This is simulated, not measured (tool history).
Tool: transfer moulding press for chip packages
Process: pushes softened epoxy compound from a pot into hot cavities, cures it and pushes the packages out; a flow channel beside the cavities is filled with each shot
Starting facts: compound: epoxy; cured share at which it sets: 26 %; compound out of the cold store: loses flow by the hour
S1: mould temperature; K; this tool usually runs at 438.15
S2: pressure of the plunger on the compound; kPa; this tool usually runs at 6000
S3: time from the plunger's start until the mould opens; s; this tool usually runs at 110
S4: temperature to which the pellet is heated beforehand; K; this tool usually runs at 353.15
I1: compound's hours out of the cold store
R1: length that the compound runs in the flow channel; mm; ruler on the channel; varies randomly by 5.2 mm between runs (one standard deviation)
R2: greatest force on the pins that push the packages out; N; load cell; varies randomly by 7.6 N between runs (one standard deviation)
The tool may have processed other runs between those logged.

run,hour,S1,S2,S3,S4,I1,R1,R2
1,0,438.15,6000,110,353.15,11.8,921,350
2,29.3,438.15,6000,110,353.15,35.6,838,437
3,68.5,438.15,6000,110,353.15,41.1,824,481
# hour 78.9: cavities cleaned with cleaning compound and waxed
4,113,438.15,6000,146,353.15,20.4,879,481
5,153.5,438.15,6000,146,353.15,8,926,460
# hour 164.7: cavities cleaned with cleaning compound and waxed
6,201.2,438.15,6000,110,361.15,21.6,854,435
# hour 230.6: cavities cleaned with cleaning compound and waxed, once more
# hour 240.3: plunger's sealing rings changed
7,242.5,438.15,6000,110,361.15,42.1,817,353
8,286.2,438.15,6000,110,353.15,16,896,472
# hour 320.7: cavities cleaned with cleaning compound and waxed
9,333,438.15,4900,110,353.15,37.7,749,372
10,380.1,438.15,4900,110,353.15,24.3,778,475

Run 11 comes next. What will it give?
# hour 408.5: cavities cleaned with cleaning compound and waxed
11,439.6,438.15,6000,91,354.15,17,?,?

Run 11 measured R1 876 mm, R2 532 N.
Minus the tool's unlogged condition, the same run would have read R1 912 mm, R2 433 N.
